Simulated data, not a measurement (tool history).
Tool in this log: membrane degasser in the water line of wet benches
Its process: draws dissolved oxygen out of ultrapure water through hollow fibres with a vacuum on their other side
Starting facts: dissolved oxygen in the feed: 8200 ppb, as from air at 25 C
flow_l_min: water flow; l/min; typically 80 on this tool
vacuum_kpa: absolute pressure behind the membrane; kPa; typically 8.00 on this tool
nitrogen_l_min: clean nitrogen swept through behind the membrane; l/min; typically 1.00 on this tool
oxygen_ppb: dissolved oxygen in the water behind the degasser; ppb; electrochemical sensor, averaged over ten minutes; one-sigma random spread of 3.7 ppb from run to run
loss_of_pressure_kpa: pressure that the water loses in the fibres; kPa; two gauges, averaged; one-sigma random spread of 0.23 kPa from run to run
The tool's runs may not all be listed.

run 1 hour=0.0 | flow_l_min=80 vacuum_kpa=8.00 nitrogen_l_min=1.00 | oxygen_ppb=609.9 loss_of_pressure_kpa=56.88
run 2 hour=45.3 | flow_l_min=80 vacuum_kpa=8.00 nitrogen_l_min=1.00 | oxygen_ppb=610.8 loss_of_pressure_kpa=56.67
run 3 hour=95.0 | flow_l_min=80 vacuum_kpa=8.00 nitrogen_l_min=1.00 | oxygen_ppb=607.2 loss_of_pressure_kpa=56.45
run 4 hour=171.6 | flow_l_min=80 vacuum_kpa=8.00 nitrogen_l_min=1.00 | oxygen_ppb=611.6 loss_of_pressure_kpa=56.21
run 5 hour=213.6 | flow_l_min=80 vacuum_kpa=8.00 nitrogen_l_min=1.00 | oxygen_ppb=610.6 loss_of_pressure_kpa=56.44
run 6 hour=251.0 | flow_l_min=80 vacuum_kpa=8.00 nitrogen_l_min=1.00 | oxygen_ppb=610.6 loss_of_pressure_kpa=56.02
run 7 hour=325.0 | flow_l_min=80 vacuum_kpa=8.00 nitrogen_l_min=1.00 | oxygen_ppb=612.9 loss_of_pressure_kpa=56.19
run 8 hour=366.0 | flow_l_min=80 vacuum_kpa=8.00 nitrogen_l_min=0.74 | oxygen_ppb=737.5 loss_of_pressure_kpa=56.05
run 9 hour=417.0 | flow_l_min=62 vacuum_kpa=5.84 nitrogen_l_min=1.91 | oxygen_ppb=177.2 loss_of_pressure_kpa=43.93
run 10 hour=484.5 | flow_l_min=100 vacuum_kpa=18.87 nitrogen_l_min=1.72 | oxygen_ppb=1462.3 loss_of_pressure_kpa=70.83
run 11 hour=518.1 | flow_l_min=100 vacuum_kpa=18.87 nitrogen_l_min=1.72 | oxygen_ppb=1458.0 loss_of_pressure_kpa=70.53
run 12 hour=587.1 | flow_l_min=62 vacuum_kpa=17.49 nitrogen_l_min=2.94 | oxygen_ppb=623.4 loss_of_pressure_kpa=43.41
run 13 hour=669.1 | flow_l_min=111 vacuum_kpa=8.00 nitrogen_l_min=1.00 | oxygen_ppb=756.5 loss_of_pressure_kpa=78.06
run 14 hour=710.1 | flow_l_min=107 vacuum_kpa=8.00 nitrogen_l_min=1.00 | oxygen_ppb=741.5 loss_of_pressure_kpa=75.32
run 15 hour=748.3 | flow_l_min=71 vacuum_kpa=6.07 nitrogen_l_min=1.83 | oxygen_ppb=225.0 loss_of_pressure_kpa=50.18
run 16 hour=802.6 | flow_l_min=71 vacuum_kpa=6.07 nitrogen_l_min=1.83 | oxygen_ppb=225.0 loss_of_pressure_kpa=49.90

Predict each of these 3 candidate next runs independently; none follows another, all start after run 16:
run A hour=869.5 | flow_l_min=85 vacuum_kpa=6.09 nitrogen_l_min=0.78 | oxygen_ppb=? loss_of_pressure_kpa=?
run B hour=869.5 | flow_l_min=71 vacuum_kpa=12.78 nitrogen_l_min=1.83 | oxygen_ppb=? loss_of_pressure_kpa=?
run C hour=869.5 | flow_l_min=71 vacuum_kpa=12.92 nitrogen_l_min=0.83 | oxygen_ppb=? loss_of_pressure_kpa=?

run=A oxygen_ppb=458.6 loss_of_pressure_kpa=60.16
run=B oxygen_ppb=695.2 loss_of_pressure_kpa=50.19
run=C oxygen_ppb=1206.5 loss_of_pressure_kpa=49.83
Take away the tool's hidden state, keep each run's random variation, and the runs would have read:
run=A oxygen_ppb=457.5 loss_of_pressure_kpa=60.15
run=B oxygen_ppb=694.7 loss_of_pressure_kpa=50.18
run=C oxygen_ppb=1205.8 loss_of_pressure_kpa=49.82
